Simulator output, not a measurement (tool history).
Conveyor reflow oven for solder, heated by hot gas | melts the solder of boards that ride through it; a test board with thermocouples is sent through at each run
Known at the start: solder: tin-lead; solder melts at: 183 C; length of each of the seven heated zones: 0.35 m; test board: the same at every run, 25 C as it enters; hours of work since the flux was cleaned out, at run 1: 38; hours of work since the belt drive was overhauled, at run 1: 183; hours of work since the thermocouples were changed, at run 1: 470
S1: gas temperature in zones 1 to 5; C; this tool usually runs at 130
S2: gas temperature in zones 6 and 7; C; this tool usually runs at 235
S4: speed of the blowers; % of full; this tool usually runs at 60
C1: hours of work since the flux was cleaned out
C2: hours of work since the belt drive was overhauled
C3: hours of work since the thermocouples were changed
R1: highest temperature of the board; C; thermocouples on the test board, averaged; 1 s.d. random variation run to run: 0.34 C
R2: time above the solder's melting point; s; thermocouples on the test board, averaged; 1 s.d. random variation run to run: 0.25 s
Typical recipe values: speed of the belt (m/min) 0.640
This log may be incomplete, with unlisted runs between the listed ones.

Run 1, day 0.000: usual settings; C1 38; C2 183; C3 470. Result: R1 213.6 C, R2 43.5 s.
Run 2, day 0.400: usual settings; C1 46; C2 191; C3 478. Result: R1 212.8 C, R2 43.2 s.
Run 3, day 0.604: usual settings but S1 138 C; C1 50; C2 194; C3 482. Result: R1 214.8 C, R2 47.2 s.
Run 4, day 0.892: usual settings but S1 138 C; C1 56; C2 200; C3 487. Result: R1 214.8 C, R2 46.7 s.
Run 5, day 1.133: usual settings; C1 60; C2 205; C3 492. Result: R1 212.9 C, R2 43.4 s.
Run 6, day 1.325: usual settings; C1 64; C2 208; C3 496. Result: R1 213.0 C, R2 43.3 s.
Run 7, day 1.717: usual settings; C1 71; C2 216; C3 503. Result: R1 212.4 C, R2 43.3 s.
Run 8, day 1.929: usual settings but speed of the belt (m/min) 0.719; C1 75; C2 220; C3 507. Result: R1 208.8 C, R2 34.5 s.
Run 9, day 2.208: usual settings but speed of the belt (m/min) 0.719; C1 81; C2 225; C3 513. Result: R1 208.5 C, R2 34.5 s.
Run 10, day 2.512: usual settings but speed of the belt (m/min) 0.764; C1 87; C2 231; C3 518. Result: R1 205.4 C, R2 29.3 s.
Run 11, day 2.812: usual settings but S1 140 C; C1 92; C2 237; C3 524. Result: R1 214.2 C, R2 47.8 s.
Run 12, day 3.150: usual settings but S1 140 C; C1 99; C2 243; C3 531. Result: R1 214.8 C, R2 47.9 s.
Run 13, day 3.492: usual settings but S4 72 % of full; C1 105; C2 250; C3 537. Result: R1 216.4 C, R2 46.5 s.
Run 14, day 3.796: usual settings but S4 72 % of full; C1 111; C2 256; C3 543. Result: R1 216.4 C, R2 47.0 s.
Run 15, day 4.254: usual settings but S2 225 C; C1 120; C2 264; C3 552. Result: R1 203.6 C, R2 35.4 s.
Run 16, day 4.442: usual settings but S2 225 C; C1 124; C2 268; C3 555. Result: R1 203.4 C, R2 35.4 s.
Run 17, day 4.825: usual settings but S2 225 C, speed of the belt (m/min) 0.743, S4 82 % of full; C1 131; C2 275; C3 563. Result: R1 206.0 C, R2 31.8 s.
Run 18, day 5.217: usual settings but S2 224 C; C1 138; C2 283; C3 570. Result: R1 203.2 C, R2 34.4 s.
Run 19, day 5.662: usual settings but S1 118 C, S2 242 C, speed of the belt (m/min) 0.621, S4 76 % of full; C1 147; C2 291; C3 579. Result: R1 222.1 C, R2 49.0 s.
Run 20, day 6.012: usual settings but S1 125 C, S2 226 C, speed of the belt (m/min) 0.621, S4 76 % of full; C1 154; C2 298; C3 586. Result: R1 209.4 C, R2 41.3 s.
At day 6.225: belt drive overhauled, speed set with a stopwatch.
Run 21, day 6.629: usual settings but S1 137 C, S2 239 C, speed of the belt (m/min) 0.537, S4 69 % of full; C1 162; C2 8; C3 594. Result: R1 225.4 C, R2 64.8 s.
Run 22, day 6.971: usual settings but S1 137 C, S2 239 C, speed of the belt (m/min) 0.537, S4 69 % of full; C1 169; C2 14; C3 601. Result: R1 224.9 C, R2 64.8 s.
At day 7.250: belt drive overhauled, speed set with a stopwatch, once more.
Run 23, day 7.604: usual settings but S1 137 C, S2 239 C, speed of the belt (m/min) 0.537, S4 69 % of full; C1 178; C2 7; C3 610. Result: R1 225.3 C, R2 64.6 s.
Run 24, day 7.854: usual settings but S1 137 C, S2 239 C, speed of the belt (m/min) 0.537, S4 70 % of full; C1 183; C2 12; C3 614. Result: R1 225.2 C, R2 64.5 s.
At day 8.300: flux residue cleaned out of gas plates and filters.
Run 25, day 8.458: usual settings but S1 137 C, S2 224 C, speed of the belt (m/min) 0.519, S4 81 % of full; C1 3; C2 19; C3 622. Result: R1 215.6 C, R2 61.7 s.
Run 26, day 8.775: usual settings but S1 132 C, S2 227 C, speed of the belt (m/min) 0.598, S4 62 % of full; C1 9; C2 25; C3 628. Result: R1 208.9 C, R2 44.5 s.
Run 27, day 9.200: usual settings but S1 132 C, S2 227 C, speed of the belt (m/min) 0.598, S4 62 % of full; C1 17; C2 33; C3 636. Result: R1 209.4 C, R2 44.8 s.
Run 28, day 9.642: usual settings but S1 132 C, S2 227 C, speed of the belt (m/min) 0.598, S4 56 % of full; C1 26; C2 42; C3 645. Result: R1 207.4 C, R2 42.0 s.
Run 29, day 9.917: usual settings but S1 132 C, S2 227 C, speed of the belt (m/min) 0.598, S4 56 % of full; C1 31; C2 47; C3 650. Result: R1 207.3 C, R2 42.1 s.
At day 10.067: thermocouples of zones 6 and 7 changed.
Run 30, day 10.275: usual settings but S1 135 C, speed of the belt (m/min) 0.716; C1 36; C2 52; C3 4. Result: R1 210.3 C, R2 37.6 s.
Run 31, day 10.600: usual settings but S2 240 C, speed of the belt (m/min) 0.559; C1 43; C2 59; C3 10. Result: R1 223.2 C, R2 58.3 s.

Measured less the same run without the tool's hidden state. The same run-to-run variation is in both; the gauge's scatter may not be:
Hidden conditions of the tool in this case: heat that the gas passes to the board, % of a clean oven's; belt's true speed, % of the reading; true gas temperature in zones 6 and 7 over the reading, C; drift of the gauge itself on peak_c, C; drift of the gauge itself on liquid_s, %.
run    R1    R2
  1  -0.9  -0.6
  2  -1.0  -0.7
  3  -1.0  -0.7
  4  -1.1  -0.7
  5  -1.1  -0.8
  6  -1.2  -0.8
  7  -1.3  -0.9
  8  -1.3  -1.1
  9  -1.4  -1.1
 10  -1.5  -1.2
 11  -1.4  -1.0
 12  -1.4  -1.0
 13  -1.7  -1.1
 14  -1.8  -1.1
 15  -1.6  -1.7
 16  -1.7  -1.7
 17  -2.1  -1.8
 18  -1.8  -1.9
 19  -2.3  -1.4
 20  -2.2  -1.9
 21  -2.0  -0.9
 22  -2.0  -0.9
 23  -2.3  -1.5
 24  -2.3  -1.5
 25  -1.1  -0.8
 26  -1.1  -1.0
 27  -1.1  -1.1
 28  -1.2  -1.2
 29  -1.3  -1.2
 30  -0.5  -0.4
 31  -0.5  -0.4
